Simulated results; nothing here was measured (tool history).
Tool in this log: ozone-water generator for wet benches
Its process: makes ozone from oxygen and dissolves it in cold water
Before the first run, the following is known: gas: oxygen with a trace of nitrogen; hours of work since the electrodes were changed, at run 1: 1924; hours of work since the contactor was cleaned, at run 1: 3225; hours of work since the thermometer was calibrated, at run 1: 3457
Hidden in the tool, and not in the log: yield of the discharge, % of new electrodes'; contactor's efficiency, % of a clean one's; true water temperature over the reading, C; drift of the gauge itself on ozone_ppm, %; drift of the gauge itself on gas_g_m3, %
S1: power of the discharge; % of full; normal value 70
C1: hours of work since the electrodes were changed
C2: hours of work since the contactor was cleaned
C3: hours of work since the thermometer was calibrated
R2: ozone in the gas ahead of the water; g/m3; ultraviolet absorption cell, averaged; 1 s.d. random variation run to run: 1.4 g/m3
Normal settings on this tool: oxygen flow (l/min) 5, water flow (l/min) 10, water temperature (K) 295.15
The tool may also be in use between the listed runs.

run 1 hour=0 | S1=70 oxygen_flow_(l/min)=5 water_flow_(l/min)=10 water_temperature_(K)=295.15 | C1=1924 C2=3225 C3=3457 | dissolved_ozone_(ppm)=30.3 R2=244.6
run 2 hour=102.9 | S1=70 oxygen_flow_(l/min)=4.15 water_flow_(l/min)=10 water_temperature_(K)=295.15 | C1=2008 C2=3310 C3=3541 | dissolved_ozone_(ppm)=31.4 R2=271.1
run 3 hour=193.6 | S1=70 oxygen_flow_(l/min)=6.79 water_flow_(l/min)=10 water_temperature_(K)=295.15 | C1=2083 C2=3384 C3=3616 | dissolved_ozone_(ppm)=27.2 R2=198.7
run 4 hour=381.2 | S1=70 oxygen_flow_(l/min)=6.79 water_flow_(l/min)=10 water_temperature_(K)=295.15 | C1=2237 C2=3538 C3=3770 | dissolved_ozone_(ppm)=27.1 R2=197.6
run 5 hour=521.1 | S1=70 oxygen_flow_(l/min)=5 water_flow_(l/min)=15 water_temperature_(K)=295.15 | C1=2352 C2=3653 C3=3885 | dissolved_ozone_(ppm)=22.4 R2=238.9
run 6 hour=609.2 | S1=70 oxygen_flow_(l/min)=5 water_flow_(l/min)=15 water_temperature_(K)=295.15 | C1=2424 C2=3726 C3=3957 | dissolved_ozone_(ppm)=21.7 R2=236.9
run 7 hour=799.4 | S1=70 oxygen_flow_(l/min)=5 water_flow_(l/min)=15 water_temperature_(K)=295.15 | C1=2580 C2=3882 C3=4113 | dissolved_ozone_(ppm)=21.9 R2=237.3
run 8 hour=976.1 | S1=70 oxygen_flow_(l/min)=4.86 water_flow_(l/min)=15 water_temperature_(K)=295.15 | C1=2726 C2=4027 C3=4258 | dissolved_ozone_(ppm)=21.8 R2=240
run 9 hour=1108.3 | S1=70 oxygen_flow_(l/min)=5 water_flow_(l/min)=10 water_temperature_(K)=301.15 | C1=2834 C2=4136 C3=4367 | dissolved_ozone_(ppm)=25.2 R2=232.7
run 10 hour=1283.7 | S1=70 oxygen_flow_(l/min)=5 water_flow_(l/min)=10 water_temperature_(K)=301.15 | C1=2978 C2=4280 C3=4511 | dissolved_ozone_(ppm)=24.7 R2=230.5
run 11 hour=1444.1 | S1=70 oxygen_flow_(l/min)=5 water_flow_(l/min)=9 water_temperature_(K)=295.15 | C1=3110 C2=4411 C3=4643 | dissolved_ozone_(ppm)=29.2 R2=228.7
-- hour=1509.3 water thermometer calibrated
run 12 hour=1575.8 | S1=70 oxygen_flow_(l/min)=5 water_flow_(l/min)=10 water_temperature_(K)=290.15 | C1=3218 C2=4519 C3=55 | dissolved_ozone_(ppm)=30.8 R2=229.5
run 13 hour=1661.7 | S1=70 oxygen_flow_(l/min)=5 water_flow_(l/min)=10 water_temperature_(K)=290.15 | C1=3288 C2=4590 C3=125 | dissolved_ozone_(ppm)=30.8 R2=229.2
run 14 hour=1784.6 | S1=70 oxygen_flow_(l/min)=5 water_flow_(l/min)=10 water_temperature_(K)=290.15 | C1=3389 C2=4691 C3=226 | dissolved_ozone_(ppm)=30.5 R2=228.4
run 15 hour=1895.1 | S1=54 oxygen_flow_(l/min)=5 water_flow_(l/min)=10 water_temperature_(K)=295.15 | C1=3480 C2=4781 C3=317 | dissolved_ozone_(ppm)=23.8 R2=195.5
-- hour=2066.9 contactor cleaned
run 16 hour=2067.4 | S1=54 oxygen_flow_(l/min)=5 water_flow_(l/min)=10 water_temperature_(K)=295.15 | C1=3618 C2=0 C3=455 | dissolved_ozone_(ppm)=22.4 R2=195.8
run 17 hour=2156.4 | S1=70 oxygen_flow_(l/min)=5 water_flow_(l/min)=10 water_temperature_(K)=295.15 | C1=3691 C2=73 C3=528 | dissolved_ozone_(ppm)=25.5 R2=223.3
run 18 hour=2300.7 | S1=69 oxygen_flow_(l/min)=6.32 water_flow_(l/min)=9 water_temperature_(K)=293.15 | C1=3810 C2=192 C3=647 | dissolved_ozone_(ppm)=26.2 R2=191.5
run 19 hour=2483.7 | S1=52 oxygen_flow_(l/min)=5 water_flow_(l/min)=16 water_temperature_(K)=295.15 | C1=3960 C2=342 C3=797 | dissolved_ozone_(ppm)=15 R2=189.6
run 20 hour=2599.6 | S1=71 oxygen_flow_(l/min)=5 water_flow_(l/min)=12 water_temperature_(K)=295.15 | C1=4055 C2=437 C3=892 | dissolved_ozone_(ppm)=21.7 R2=220.9
run 21 hour=2793.3 | S1=52 oxygen_flow_(l/min)=8.98 water_flow_(l/min)=10 water_temperature_(K)=294.15 | C1=4215 C2=597 C3=1051 | dissolved_ozone_(ppm)=17.8 R2=130
-- hour=2970.5 contactor cleaned, once more
run 22 hour=3006.8 | S1=52 oxygen_flow_(l/min)=8.98 water_flow_(l/min)=10 water_temperature_(K)=294.15 | C1=4387 C2=30 C3=1223 | dissolved_ozone_(ppm)=20.9 R2=129.3
run 23 hour=3118.5 | S1=52 oxygen_flow_(l/min)=8.98 water_flow_(l/min)=10 water_temperature_(K)=294.15 | C1=4478 C2=122 C3=1315 | dissolved_ozone_(ppm)=20.6 R2=129.1
run 24 hour=3276.8 | S1=52 oxygen_flow_(l/min)=5.39 water_flow_(l/min)=9 water_temperature_(K)=289.15 | C1=4608 C2=252 C3=1445 | dissolved_ozone_(ppm)=28.4 R2=174.8
run 25 hour=3446.7 | S1=79 oxygen_flow_(l/min)=5.39 water_flow_(l/min)=9 water_temperature_(K)=288.15 | C1=4748 C2=391 C3=1585 | dissolved_ozone_(ppm)=36.4 R2=215.5
run 26 hour=3651.4 | S1=79 oxygen_flow_(l/min)=3.98 water_flow_(l/min)=11 water_temperature_(K)=288.15 | C1=4916 C2=559 C3=1753 | dissolved_ozone_(ppm)=32.8 R2=260.6
run 27 hour=3852.1 | S1=79 oxygen_flow_(l/min)=8.77 water_flow_(l/min)=15 water_temperature_(K)=293.15 | C1=5081 C2=724 C3=1918 | dissolved_ozone_(ppm)=20.4 R2=156
run 28 hour=4039.8 | S1=79 oxygen_flow_(l/min)=8.77 water_flow_(l/min)=15 water_temperature_(K)=293.15 | C1=5235 C2=878 C3=2072 | dissolved_ozone_(ppm)=20.3 R2=156.2

Predict the results of run 29:
run 29 hour=4179.5 | S1=46 oxygen_flow_(l/min)=7.3 water_flow_(l/min)=9 water_temperature_(K)=288.15 | C1=5350 C2=993 C3=2187 | dissolved_ozone_(ppm)=? R2=?

{"run 29": {"dissolved ozone (ppm)": 24.1, "R2": 132.5}}
If the tool had no hidden condition, the same run with the same run-to-run variation would have returned dissolved ozone (ppm) 30.1, R2 159.6 g/m3.
